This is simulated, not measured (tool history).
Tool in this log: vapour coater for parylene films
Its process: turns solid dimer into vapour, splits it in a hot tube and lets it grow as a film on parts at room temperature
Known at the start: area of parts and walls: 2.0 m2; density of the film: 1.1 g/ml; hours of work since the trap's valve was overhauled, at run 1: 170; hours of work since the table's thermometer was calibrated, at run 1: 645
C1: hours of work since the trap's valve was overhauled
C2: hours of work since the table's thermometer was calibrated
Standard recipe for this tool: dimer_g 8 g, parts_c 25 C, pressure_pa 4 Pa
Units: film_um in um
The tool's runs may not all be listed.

{"run": 1, "hour": 0.0, "dimer_g": 8, "parts_c": 25, "pressure_pa": 4, "C1": 170, "C2": 645, "film_um": 2.308}
{"run": 2, "hour": 33.8, "dimer_g": 8, "parts_c": 25, "pressure_pa": 4, "C1": 188, "C2": 664, "film_um": 2.301}
{"run": 3, "hour": 66.3, "dimer_g": 8, "parts_c": 25, "pressure_pa": 4, "C1": 206, "C2": 682, "film_um": 2.31}
{"run": 4, "hour": 87.1, "dimer_g": 8, "parts_c": 25, "pressure_pa": 4, "C1": 217, "C2": 693, "film_um": 2.296}
{"run": 5, "hour": 119.5, "dimer_g": 8, "parts_c": 25, "pressure_pa": 4, "C1": 235, "C2": 711, "film_um": 2.297}
{"run": 6, "hour": 153.4, "dimer_g": 5, "parts_c": 25, "pressure_pa": 4, "C1": 253, "C2": 729, "film_um": 1.438}
{"run": 7, "hour": 181.8, "dimer_g": 5, "parts_c": 25, "pressure_pa": 4, "C1": 269, "C2": 745, "film_um": 1.442}
{"run": 8, "hour": 211.8, "dimer_g": 5, "parts_c": 25, "pressure_pa": 4, "C1": 285, "C2": 761, "film_um": 1.427}
{"run": 9, "hour": 234.9, "dimer_g": 8, "parts_c": 25, "pressure_pa": 4, "C1": 298, "C2": 774, "film_um": 2.286}
{"run": 10, "hour": 254.6, "dimer_g": 8, "parts_c": 25, "pressure_pa": 11.38, "C1": 309, "C2": 784, "film_um": 1.997}
{"run": 11, "hour": 283.6, "dimer_g": 8, "parts_c": 25, "pressure_pa": 2.44, "C1": 325, "C2": 800, "film_um": 2.441}
{"run": 12, "hour": 312.4, "dimer_g": 8, "parts_c": 25, "pressure_pa": 7.9, "C1": 340, "C2": 816, "film_um": 2.102}
{"run": 13, "hour": 341.1, "dimer_g": 8, "parts_c": 25, "pressure_pa": 4, "C1": 356, "C2": 832, "film_um": 2.305}
{"run": 14, "hour": 357.6, "dimer_g": 8, "parts_c": 25, "pressure_pa": 4, "C1": 365, "C2": 841, "film_um": 2.299}
{"run": 15, "hour": 392.1, "dimer_g": 8, "parts_c": 25, "pressure_pa": 4, "C1": 384, "C2": 859, "film_um": 2.298}
{"run": 16, "hour": 412.2, "dimer_g": 8, "parts_c": 25, "pressure_pa": 4, "C1": 395, "C2": 870, "film_um": 2.292}
{"run": 17, "hour": 442.3, "dimer_g": 8, "parts_c": 25, "pressure_pa": 4, "C1": 411, "C2": 887, "film_um": 2.283}
{"run": 18, "hour": 470.6, "dimer_g": 8, "parts_c": 32, "pressure_pa": 4, "C1": 427, "C2": 902, "film_um": 1.973}
{"run": 19, "hour": 485.6, "dimer_g": 8, "parts_c": 32, "pressure_pa": 4, "C1": 435, "C2": 910, "film_um": 1.979}
{"run": 20, "hour": 507.4, "dimer_g": 8, "parts_c": 25, "pressure_pa": 4, "C1": 447, "C2": 922, "film_um": 2.3}
{"run": 21, "hour": 529.7, "dimer_g": 8, "parts_c": 25, "pressure_pa": 4, "C1": 459, "C2": 935, "film_um": 2.303}
{"run": 22, "hour": 554.6, "dimer_g": 8, "parts_c": 25, "pressure_pa": 4, "C1": 472, "C2": 948, "film_um": 2.283}
{"run": 23, "hour": 575.4, "dimer_g": 8, "parts_c": 25, "pressure_pa": 4, "C1": 484, "C2": 960, "film_um": 2.286}
{"run": 24, "hour": 591.6, "dimer_g": 9, "parts_c": 23, "pressure_pa": 7.27, "C1": 493, "C2": 968, "film_um": 2.495}
{"hour": 625.3, "done": "trap's valve overhauled"}
{"run": 25, "hour": 626.2, "dimer_g": 5, "parts_c": 25, "pressure_pa": 4, "C1": 0, "C2": 985, "film_um": 1.435}
{"run": 26, "hour": 640.5, "dimer_g": 5, "parts_c": 23, "pressure_pa": 11.01, "C1": 8, "C2": 993, "film_um": 1.307}
{"run": 27, "hour": 659.7, "dimer_g": 5, "parts_c": 23, "pressure_pa": 11.01, "C1": 19, "C2": 1003, "film_um": 1.32}
{"run": 28, "hour": 681.1, "dimer_g": 6, "parts_c": 34, "pressure_pa": 4, "C1": 30, "C2": 1015, "film_um": 1.437}
{"run": 29, "hour": 707.9, "dimer_g": 13, "parts_c": 25, "pressure_pa": 11.91, "C1": 45, "C2": 1030, "film_um": 3.238}
{"run": 30, "hour": 742.6, "dimer_g": 3, "parts_c": 25, "pressure_pa": 7.86, "C1": 64, "C2": 1049, "film_um": 0.785}
{"hour": 767.9, "done": "table's thermometer calibrated"}
{"run": 31, "hour": 767.9, "dimer_g": 3, "parts_c": 25, "pressure_pa": 7.86, "C1": 77, "C2": 0, "film_um": 0.785}
{"run": 32, "hour": 799.0, "dimer_g": 9, "parts_c": 18, "pressure_pa": 2.27, "C1": 94, "C2": 17, "film_um": 3.221}
{"run": 33, "hour": 819.3, "dimer_g": 9, "parts_c": 18, "pressure_pa": 2.27, "C1": 105, "C2": 28, "film_um": 3.237}
{"run": 34, "hour": 839.4, "dimer_g": 4, "parts_c": 34, "pressure_pa": 6.03, "C1": 116, "C2": 39, "film_um": 0.896}
{"run": 35, "hour": 867.8, "dimer_g": 9, "parts_c": 34, "pressure_pa": 6.03, "C1": 132, "C2": 54, "film_um": 2.021}
{"run": 36, "hour": 893.7, "dimer_g": 7, "parts_c": 21, "pressure_pa": 2.45, "C1": 146, "C2": 69, "film_um": 2.329}
{"run": 37, "hour": 924.3, "dimer_g": 7, "parts_c": 18, "pressure_pa": 2.45, "C1": 163, "C2": 85, "film_um": 2.483}
{"run": 38, "hour": 938.4, "dimer_g": 5, "parts_c": 25, "pressure_pa": 4, "C1": 170, "C2": 93, "film_um": 1.44}
{"run": 39, "hour": 970.2, "dimer_g": 5, "parts_c": 25, "pressure_pa": 4, "C1": 188, "C2": 110, "film_um": 1.436}
{"run": 40, "hour": 992.2, "dimer_g": 9, "parts_c": 28, "pressure_pa": 4, "C1": 200, "C2": 122, "film_um": 2.414}
{"run": 41, "hour": 1023.0, "dimer_g": 9, "parts_c": 28, "pressure_pa": 4, "C1": 217, "C2": 139, "film_um": 2.415}
{"run": 42, "hour": 1040.1, "dimer_g": 9, "parts_c": 33, "pressure_pa": 4, "C1": 226, "C2": 149, "film_um": 2.196}
{"run": 43, "hour": 1058.1, "dimer_g": 11, "parts_c": 35, "pressure_pa": 4, "C1": 236, "C2": 158, "film_um": 2.553}
{"run": 44, "hour": 1082.8, "dimer_g": 8, "parts_c": 24, "pressure_pa": 6.8, "C1": 249, "C2": 172, "film_um": 2.182}
{"run": 45, "hour": 1103.3, "dimer_g": 8, "parts_c": 24, "pressure_pa": 6.8, "C1": 260, "C2": 183, "film_um": 2.195}
{"run": 46, "hour": 1129.2, "dimer_g": 8, "parts_c": 24, "pressure_pa": 6.8, "C1": 275, "C2": 197, "film_um": 2.188}

Here are 5 independent what-if runs from the current tool condition. What would each one return?
{"run": "A", "hour": 1158.2, "dimer_g": 4, "parts_c": 23, "pressure_pa": 6.36, "C1": 290, "C2": 213, "film_um": "?"}
{"run": "B", "hour": 1158.2, "dimer_g": 8, "parts_c": 31, "pressure_pa": 6.37, "C1": 290, "C2": 213, "film_um": "?"}
{"run": "C", "hour": 1158.2, "dimer_g": 4, "parts_c": 19, "pressure_pa": 4, "C1": 290, "C2": 213, "film_um": "?"}
{"run": "D", "hour": 1158.2, "dimer_g": 8, "parts_c": 24, "pressure_pa": 5.01, "C1": 290, "C2": 213, "film_um": "?"}
{"run": "E", "hour": 1158.2, "dimer_g": 3, "parts_c": 25, "pressure_pa": 4, "C1": 290, "C2": 213, "film_um": "?"}

run=A film_um=1.123
run=B film_um=1.9
run=C film_um=1.303
run=D film_um=2.277
run=E film_um=0.864
With no hidden state in the tool, these same runs would have given:
run=A film_um=1.124
run=B film_um=1.902
run=C film_um=1.305
run=D film_um=2.28
run=E film_um=0.865
